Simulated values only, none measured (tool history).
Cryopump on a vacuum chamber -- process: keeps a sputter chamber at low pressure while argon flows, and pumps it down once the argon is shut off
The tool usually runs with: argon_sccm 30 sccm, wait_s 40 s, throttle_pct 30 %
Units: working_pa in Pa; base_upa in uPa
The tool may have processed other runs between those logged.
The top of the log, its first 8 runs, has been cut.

run	day	argon_sccm	wait_s	throttle_pct	working_pa	base_upa
# day 23.271: pump warmed up, emptied and cooled again
9	24.888	37	40	30	0.0995	1.21
10	28.967	49	40	30	0.1316	1.27
11	31.133	49	40	30	0.1324	1.32
12	33.383	49	40	30	0.1329	1.36
13	36.375	49	40	30	0.1345	1.37
14	40.667	49	40	30	0.1338	1.43
15	42.783	30	40	30	0.0825	1.48
16	46.488	30	40	30	0.0833	1.57
17	49.050	30	40	30	0.0829	1.61
18	53.308	30	40	30	0.0834	1.70
19	56.008	30	40	30	0.0847	1.71
20	59.271	30	195	30	0.0845	1.29
21	61.246	30	195	30	0.0846	1.37
22	64.033	34	72	60	0.0522	1.59
# day 67.975: pump warmed up, emptied and cooled again
23	68.242	34	72	60	0.0464	1.46
24	71.838	34	65	27	0.1011	1.54
25	74.875	23	35	19	0.0976	1.94
26	77.704	13	110	29	0.0368	1.48
27	80.267	60	110	46	0.1085	1.58
28	83.621	60	110	46	0.1081	1.58
29	87.938	29	110	46	0.0530	1.69
30	89.912	29	110	46	0.0537	1.72
31	93.988	30	22	40	0.0632	2.54
32	97.829	20	158	24	0.0683	1.84
33	100.650	30	44	19	0.1300	2.24

Consider 3 possible next runs. They are alternatives, not a sequence: every one starts from the tool as it was left by run 33. What does each give?
A	102.996	16	44	23	?	?
B	102.996	46	44	19	?	?
C	102.996	22	23	30	?	?

run	working_pa	base_upa
A	0.0580	2.34
B	0.2004	2.23
C	0.0608	2.78
Stripped of hidden state, with their random variation kept, the same runs would have yielded:
run	working_pa	base_upa
A	0.0551	0.67
B	0.1922	0.62
C	0.0569	1.15
